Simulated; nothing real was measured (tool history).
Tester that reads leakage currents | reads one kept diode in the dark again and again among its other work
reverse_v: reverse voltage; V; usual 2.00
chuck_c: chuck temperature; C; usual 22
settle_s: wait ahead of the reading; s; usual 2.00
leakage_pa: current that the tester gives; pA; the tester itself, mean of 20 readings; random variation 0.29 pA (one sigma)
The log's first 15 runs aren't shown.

run,day,reverse_v,chuck_c,settle_s,leakage_pa
16,23.829,3.47,22,2.00,121.78
17,24.946,3.47,22,2.00,121.66
18,26.433,2.00,22,0.35,93.80
19,28.288,2.00,22,0.35,93.39
# day 30.112: probe card cleaned and baked
20,30.112,2.00,22,0.35,91.56
21,31.350,4.85,24,3.40,165.18
22,32.917,2.45,24,3.18,118.35
23,34.708,2.45,24,3.18,117.89
24,35.983,15.42,37,6.38,842.13
25,37.092,15.42,37,6.38,839.69
26,37.950,2.00,21,5.06,82.35
27,39.221,2.10,26,2.74,130.48

Forecast run 28:
28,40.567,2.00,22,0.61,?

leakage_pa: 90.39 pA
Without the tool's hidden state the same run would have given leakage_pa 94.72 pA.
